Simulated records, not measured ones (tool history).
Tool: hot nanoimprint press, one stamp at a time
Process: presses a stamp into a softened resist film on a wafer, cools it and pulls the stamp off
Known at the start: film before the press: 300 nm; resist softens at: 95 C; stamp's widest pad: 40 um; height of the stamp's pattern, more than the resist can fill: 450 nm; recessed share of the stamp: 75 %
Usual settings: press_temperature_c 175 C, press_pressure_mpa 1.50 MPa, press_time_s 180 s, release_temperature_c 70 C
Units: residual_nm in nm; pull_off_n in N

run   hour  press_temperature_c  press_pressure_mpa  press_time_s  release_temperature_c  residual_nm  pull_off_n
  1    0.0                  175                1.50           180                     70        146.2         331
  2   20.6                  175                1.50           180                     70        146.8         329
  3   35.5                  175                1.50           180                     70        147.5         324
  4   59.7                  175                1.50           180                     70        146.4         347
  5   72.2                  175                1.50           180                     70        147.2         339
  6   94.6                  175                1.50           180                     70        147.4         344
  7  109.0                  175                1.50           180                     70        148.1         357
  8  137.5                  175                2.00           180                     70        126.8         374
     160.2  -- press's hydraulic seals changed and the load cell set to zero
  9  165.0                  175                1.50           180                     70        146.4         359
     185.5  -- stamp cleaned and given a new release coat
 10  195.0                  175                1.50           180                     60        146.0         222
 11  214.5                  175                1.50           180                     60        146.3         223
 12  238.4                  175                1.50           180                     70        146.3         209
 13  255.5                  175                1.50           180                     70        146.7         218
 14  281.6                  175                1.50           106                     70        172.6         207
 15  293.2                  171                1.50           180                     70        162.1         213
 16  315.4                  175                1.50           180                     68        147.5         226
 17  328.1                  175                1.50           180                     68        146.9         227
 18  352.3                  164                2.10            92                     68        197.5         235
 19  372.6                  164                2.10            92                     68        198.4         238
 20  396.8                  175                1.73           192                     70        134.2         231
 21  415.9                  176                2.20           341                     62         93.3         267
 22  434.5                  187                1.50           350                     70         88.1         234
 23  462.0                  186                1.07           163                     62        141.9         278
 24  475.3                  175                1.03           180                     74        178.3         241
 25  487.4                  167                1.07           180                     74        208.8         237
 26  506.2                  167                1.07           180                     68        208.3         278

Forecast run 27:
 27  529.5                  175                1.50           108                     64            ?           ?

{"run 27": {"residual_nm": 173.2, "pull_off_n": 282}}
Without the tool's hidden state the same run would have given residual_nm 166.8 nm, pull_off_n 211 N.
